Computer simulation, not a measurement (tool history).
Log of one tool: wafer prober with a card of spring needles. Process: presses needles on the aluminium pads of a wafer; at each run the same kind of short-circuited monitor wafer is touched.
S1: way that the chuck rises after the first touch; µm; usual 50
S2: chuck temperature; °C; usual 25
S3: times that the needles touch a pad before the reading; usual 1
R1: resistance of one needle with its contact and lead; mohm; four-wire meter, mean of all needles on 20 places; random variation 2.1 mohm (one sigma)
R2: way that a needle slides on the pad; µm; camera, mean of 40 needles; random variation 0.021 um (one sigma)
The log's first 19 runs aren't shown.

-- day=16.804 tips cleaned on abrasive film
-- day=17.362 tips cleaned on abrasive film
run 20 day=17.488 | S1=42 S2=97 S3=1 | R1=263 R2=7.76
-- day=17.867 tips cleaned on abrasive film
-- day=18.362 tips cleaned on abrasive film
run 21 day=18.796 | S1=53 S2=40 S3=1 | R1=240 R2=9.72
-- day=18.921 tips cleaned on abrasive film
-- day=19.425 tips cleaned on abrasive film
run 22 day=19.533 | S1=50 S2=57 S3=1 | R1=243 R2=9.19
-- day=19.933 tips cleaned on abrasive film
-- day=20.417 tips cleaned on abrasive film
run 23 day=20.783 | S1=67 S2=57 S3=2 | R1=239 R2=12.29
-- day=20.954 tips cleaned on abrasive film
-- day=21.504 tips cleaned on abrasive film
-- day=22.017 tips cleaned on abrasive film
run 24 day=22.017 | S1=67 S2=57 S3=2 | R1=234 R2=12.30
-- day=22.562 tips cleaned on abrasive film
run 25 day=22.596 | S1=40 S2=25 S3=2 | R1=244 R2=7.38
-- day=23.108 tips cleaned on abrasive film
-- day=23.612 tips cleaned on abrasive film
run 26 day=23.612 | S1=40 S2=25 S3=2 | R1=241 R2=7.35
-- day=23.988 height of the first contact set anew
-- day=24.154 tips cleaned on abrasive film
-- day=24.650 tips cleaned on abrasive film
run 27 day=24.871 | S1=45 S2=77 S3=2 | R1=255 R2=8.29
-- day=25.212 tips cleaned on abrasive film
run 28 day=25.621 | S1=45 S2=77 S3=2 | R1=260 R2=8.23
-- day=25.700 tips cleaned on abrasive film
-- day=26.183 tips cleaned on abrasive film
run 29 day=26.529 | S1=45 S2=77 S3=2 | R1=253 R2=8.29
-- day=26.746 tips cleaned on abrasive film
-- day=27.233 tips cleaned on abrasive film
run 30 day=27.233 | S1=45 S2=81 S3=2 | R1=258 R2=8.25
-- day=27.721 tips cleaned on abrasive film
-- day=28.212 tips cleaned on abrasive film
run 31 day=28.304 | S1=57 S2=58 S3=3 | R1=240 R2=10.49

3 ways to go on from here, each from the tool as it stands after run 31. What would each give?
-- day=28.721 tips cleaned on abrasive film
-- day=29.238 tips cleaned on abrasive film
run A day=29.238 | S1=32 S2=106 S3=2 | R1=? R2=?
-- day=28.721 tips cleaned on abrasive film
-- day=29.238 tips cleaned on abrasive film
run B day=29.238 | S1=57 S2=67 S3=3 | R1=? R2=?
-- day=28.721 tips cleaned on abrasive film
-- day=29.238 tips cleaned on abrasive film
run C day=29.238 | S1=49 S2=123 S3=1 | R1=? R2=?

run=A R1=282 R2=5.87
run=B R1=241 R2=10.49
run=C R1=267 R2=9.01
Without the tool's hidden state the same runs would have given:
run=A R1=282 R2=5.87
run=B R1=241 R2=10.49
run=C R1=267 R2=9.01
